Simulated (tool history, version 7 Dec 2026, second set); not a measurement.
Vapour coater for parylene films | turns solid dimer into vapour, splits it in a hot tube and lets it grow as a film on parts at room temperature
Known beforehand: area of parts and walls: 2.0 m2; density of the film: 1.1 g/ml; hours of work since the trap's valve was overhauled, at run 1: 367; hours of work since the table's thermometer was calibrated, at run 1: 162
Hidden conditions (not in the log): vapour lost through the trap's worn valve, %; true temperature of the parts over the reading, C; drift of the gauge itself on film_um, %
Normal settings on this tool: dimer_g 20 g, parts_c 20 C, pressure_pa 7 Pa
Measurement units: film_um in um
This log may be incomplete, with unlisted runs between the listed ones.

| run | hour | dimer_g | parts_c | pressure_pa | hours of work since the trap's valve was overhauled | hours of work since the table's thermometer was calibrated | film_um |
|---|---|---|---|---|---|---|---|
| 1 | 0 | 20 | 20 | 7 | 367 | 162 | 6.22 |
| 2 | 14.9 | 20 | 20 | 7 | 373 | 168 | 6.11 |
| 3 | 35.6 | 20 | 23 | 7 | 382 | 177 | 5.75 |
| 4 | 55 | 20 | 23 | 7 | 390 | 185 | 5.9 |
| 5 | 75.4 | 20 | 23 | 7 | 399 | 194 | 5.8 |
| 6 | 84.6 | 20 | 23 | 7 | 403 | 198 | 5.75 |
| 7 | 93.3 | 20 | 23 | 7 | 406 | 202 | 5.7 |
| 8 | 105.2 | 20 | 20 | 7 | 411 | 207 | 6.11 |
| 9 | 119.1 | 20 | 20 | 7 | 417 | 213 | 6.16 |
| 10 | 128.1 | 20 | 20 | 7 | 421 | 216 | 6.14 |
| 11 | 145.9 | 20 | 20 | 7 | 429 | 224 | 6.16 |
| 12 | 154.5 | 14 | 20 | 7 | 432 | 228 | 4.28 |
| 13 | 164.3 | 20 | 20 | 7 | 437 | 232 | 6.02 |
| 14 | 175.8 | 20 | 20 | 7.98 | 441 | 237 | 5.87 |
| 15 | 192.1 | 20 | 28 | 7 | 448 | 244 | 5.23 |
| 16 | 202 | 20 | 28 | 7 | 453 | 248 | 5.17 |
| 17 | 212.4 | 20 | 28 | 7 | 457 | 252 | 5.12 |
| 18 | 226.8 | 20 | 28 | 7 | 463 | 258 | 5.14 |
| 19 | 241.5 | 18 | 20 | 7 | 469 | 265 | 5.42 |
| 20 | 250.6 | 11 | 20 | 7 | 473 | 268 | 3.4 |
| 21 | 260.3 | 20 | 20 | 7 | 477 | 273 | 6.08 |
| 22 | 269.9 | 20 | 20 | 7 | 481 | 277 | 6.04 |

Run 23 comes next. What will it give?
| 23 | 289.5 | 20 | 20 | 2.05 | 490 | 285 | ? |

Run 23 yielded film_um 8.16 um.
On a tool with no hidden condition, and with the same random variation, this run would have come out at film_um 8.87 um.
